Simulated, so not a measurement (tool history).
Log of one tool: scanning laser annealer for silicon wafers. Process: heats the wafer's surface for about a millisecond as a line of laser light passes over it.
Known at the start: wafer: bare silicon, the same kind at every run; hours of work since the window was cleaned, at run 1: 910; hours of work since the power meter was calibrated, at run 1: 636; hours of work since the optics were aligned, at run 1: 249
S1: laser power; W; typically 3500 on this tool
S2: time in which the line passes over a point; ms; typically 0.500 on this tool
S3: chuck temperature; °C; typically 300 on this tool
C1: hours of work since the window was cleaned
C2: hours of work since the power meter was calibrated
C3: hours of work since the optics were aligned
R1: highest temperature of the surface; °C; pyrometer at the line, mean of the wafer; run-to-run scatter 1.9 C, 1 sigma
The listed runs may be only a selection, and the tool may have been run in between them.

| run | hour | S1 | S2 | S3 | C1 | C2 | C3 | R1 |
|---|---|---|---|---|---|---|---|---|
| 1 | 0.0 | 3500 | 0.500 | 300 | 910 | 636 | 249 | 1132 |
| 2 | 18.4 | 3317 | 0.500 | 300 | 922 | 648 | 261 | 1077 |
| 3 | 55.2 | 3317 | 0.500 | 300 | 947 | 673 | 286 | 1076 |
| 4 | 89.0 | 3317 | 0.500 | 300 | 970 | 697 | 309 | 1079 |
| 5 | 124.8 | 3317 | 0.500 | 300 | 995 | 721 | 334 | 1078 |
|  | 132.3 | window over the wafer cleaned |
| 6 | 145.2 | 3506 | 0.500 | 300 | 9 | 733 | 346 | 1137 |
| 7 | 180.8 | 3506 | 0.500 | 300 | 33 | 758 | 370 | 1135 |
| 8 | 204.6 | 3506 | 0.455 | 300 | 49 | 774 | 387 | 1095 |
| 9 | 246.2 | 3627 | 0.455 | 300 | 78 | 802 | 415 | 1127 |
| 10 | 286.4 | 3627 | 0.455 | 321 | 105 | 830 | 442 | 1145 |
| 11 | 324.8 | 3546 | 0.500 | 300 | 131 | 856 | 469 | 1147 |
| 12 | 355.5 | 3546 | 0.500 | 300 | 152 | 877 | 490 | 1147 |
| 13 | 374.9 | 3546 | 0.500 | 300 | 165 | 890 | 503 | 1147 |
| 14 | 404.6 | 3845 | 0.405 | 324 | 186 | 910 | 523 | 1155 |
| 15 | 442.4 | 3488 | 0.470 | 272 | 211 | 936 | 549 | 1076 |
| 16 | 466.4 | 3220 | 0.500 | 297 | 228 | 952 | 565 | 1050 |
| 17 | 501.5 | 3220 | 0.500 | 297 | 252 | 976 | 589 | 1049 |
| 18 | 531.3 | 3220 | 0.448 | 288 | 272 | 997 | 609 | 994 |
| 19 | 555.9 | 2996 | 0.500 | 300 | 289 | 1014 | 626 | 985 |
| 20 | 574.8 | 3037 | 0.500 | 286 | 302 | 1026 | 639 | 983 |
| 21 | 607.4 | 3037 | 0.520 | 286 | 324 | 1049 | 661 | 1003 |
| 22 | 625.8 | 3172 | 0.488 | 307 | 336 | 1061 | 674 | 1035 |
| 23 | 643.5 | 3172 | 0.488 | 307 | 349 | 1073 | 686 | 1030 |
| 24 | 668.5 | 3172 | 0.488 | 307 | 366 | 1090 | 703 | 1032 |

5 options for the next run, each taken on its own from the tool as it stands now. Forecast them:
| A | 710.8 | 3500 | 0.479 | 265 | 394 | 1119 | 732 | ? |
| B | 710.8 | 3738 | 0.482 | 304 | 394 | 1119 | 732 | ? |
| C | 710.8 | 3130 | 0.588 | 283 | 394 | 1119 | 732 | ? |
| D | 710.8 | 3483 | 0.507 | 273 | 394 | 1119 | 732 | ? |
| E | 710.8 | 3391 | 0.565 | 332 | 394 | 1119 | 732 | ? |

| run | R1 |
|---|---|
| A | 1075 |
| B | 1188 |
| C | 1077 |
| D | 1109 |
| E | 1187 |
What these runs would have given with no unlogged condition in the tool:
| run | R1 |
|---|---|
| A | 1076 |
| B | 1189 |
| C | 1078 |
| D | 1110 |
| E | 1188 |

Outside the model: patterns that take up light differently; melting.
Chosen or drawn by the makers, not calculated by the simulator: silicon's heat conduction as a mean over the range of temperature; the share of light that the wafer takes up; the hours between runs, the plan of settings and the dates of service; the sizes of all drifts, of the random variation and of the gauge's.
